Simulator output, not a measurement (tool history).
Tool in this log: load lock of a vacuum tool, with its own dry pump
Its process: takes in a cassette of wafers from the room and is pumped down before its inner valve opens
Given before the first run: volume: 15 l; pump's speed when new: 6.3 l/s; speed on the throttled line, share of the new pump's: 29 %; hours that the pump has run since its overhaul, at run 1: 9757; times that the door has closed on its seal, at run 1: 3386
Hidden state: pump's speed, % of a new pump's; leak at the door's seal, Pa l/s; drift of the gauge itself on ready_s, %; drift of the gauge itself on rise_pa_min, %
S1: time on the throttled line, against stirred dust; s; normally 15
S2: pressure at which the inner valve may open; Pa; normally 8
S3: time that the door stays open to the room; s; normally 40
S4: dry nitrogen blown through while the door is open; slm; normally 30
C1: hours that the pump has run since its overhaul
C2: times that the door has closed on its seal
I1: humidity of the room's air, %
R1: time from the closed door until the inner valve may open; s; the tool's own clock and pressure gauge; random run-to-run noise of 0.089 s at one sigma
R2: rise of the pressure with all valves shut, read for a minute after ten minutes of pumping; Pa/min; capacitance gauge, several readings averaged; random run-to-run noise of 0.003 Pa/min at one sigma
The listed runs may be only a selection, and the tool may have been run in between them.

run 1 hour=0 | S1=15 S2=8 S3=40 S4=30 | C1=9757 C2=3386 | I1=45.1 | R1=34.14 R2=0.043
run 2 hour=324.5 | S1=15 S2=8 S3=40 S4=30 | C1=10082 C2=4537 | I1=46.8 | R1=34.35 R2=0.052
run 3 hour=509.2 | S1=15 S2=8 S3=40 S4=30 | C1=10266 C2=5192 | I1=45.3 | R1=34.37 R2=0.049
run 4 hour=862.6 | S1=15 S2=8 S3=40 S4=30 | C1=10620 C2=6446 | I1=42 | R1=34.07 R2=0.059
run 5 hour=1035.7 | S1=15 S2=8 S3=40 S4=30 | C1=10793 C2=7060 | I1=41.6 | R1=34.15 R2=0.067
run 6 hour=1363.5 | S1=15 S2=8 S3=40 S4=30 | C1=11121 C2=8223 | I1=45.5 | R1=34.19 R2=0.076
run 7 hour=1704.3 | S1=15 S2=8 S3=40 S4=30 | C1=11462 C2=9432 | I1=45.3 | R1=34.45 R2=0.081
run 8 hour=1941.7 | S1=10 S2=8 S3=40 S4=30 | C1=11699 C2=10274 | I1=45.4 | R1=30.82 R2=0.093
run 9 hour=2235.9 | S1=10 S2=8 S3=40 S4=30 | C1=11993 C2=11318 | I1=43.4 | R1=31.07 R2=0.098
run 10 hour=2575 | S1=22 S2=8 S3=40 S4=30 | C1=12332 C2=12521 | I1=43.7 | R1=39.37 R2=0.107
run 11 hour=2900.8 | S1=22 S2=8 S3=87 S4=34 | C1=12658 C2=13677 | I1=43.7 | R1=39.4 R2=0.115
run 12 hour=3132.5 | S1=22 S2=8 S3=39 S4=34 | C1=12890 C2=14499 | I1=43.7 | R1=39.14 R2=0.132
run 13 hour=3414.9 | S1=22 S2=8 S3=39 S4=34 | C1=13172 C2=15501 | I1=43.5 | R1=39.4 R2=0.142
run 14 hour=3631 | S1=15 S2=8 S3=34 S4=30 | C1=13388 C2=16267 | I1=44.4 | R1=34.61 R2=0.152
run 15 hour=3784.2 | S1=15 S2=8 S3=34 S4=43 | C1=13541 C2=16811 | I1=43.2 | R1=34.58 R2=0.154
run 16 hour=4084.1 | S1=15 S2=6 S3=34 S4=16 | C1=13841 C2=17875 | I1=44.9 | R1=35.46 R2=0.17
run 17 hour=4338.1 | S1=15 S2=7 S3=40 S4=10 | C1=14095 C2=18776 | I1=44.2 | R1=35.03 R2=0.194
run 18 hour=4576.1 | S1=15 S2=7 S3=40 S4=10 | C1=14333 C2=19620 | I1=42.6 | R1=35.01 R2=0.197

Run by run, hidden condition taken away, random variation retained:
run=1 R1=33.37 R2=0.02
run=2 R1=33.54 R2=0.023
run=3 R1=33.54 R2=0.017
run=4 R1=33.21 R2=0.019
run=5 R1=33.27 R2=0.023
run=6 R1=33.27 R2=0.024
run=7 R1=33.5 R2=0.02
run=8 R1=29.76 R2=0.025
run=9 R1=29.98 R2=0.022
run=10 R1=38.42 R2=0.023
run=11 R1=38.43 R2=0.018
run=12 R1=38.15 R2=0.025
run=13 R1=38.38 R2=0.023
run=14 R1=33.44 R2=0.026
run=15 R1=33.39 R2=0.022
run=16 R1=34.19 R2=0.028
run=17 R1=33.75 R2=0.041
run=18 R1=33.71 R2=0.037
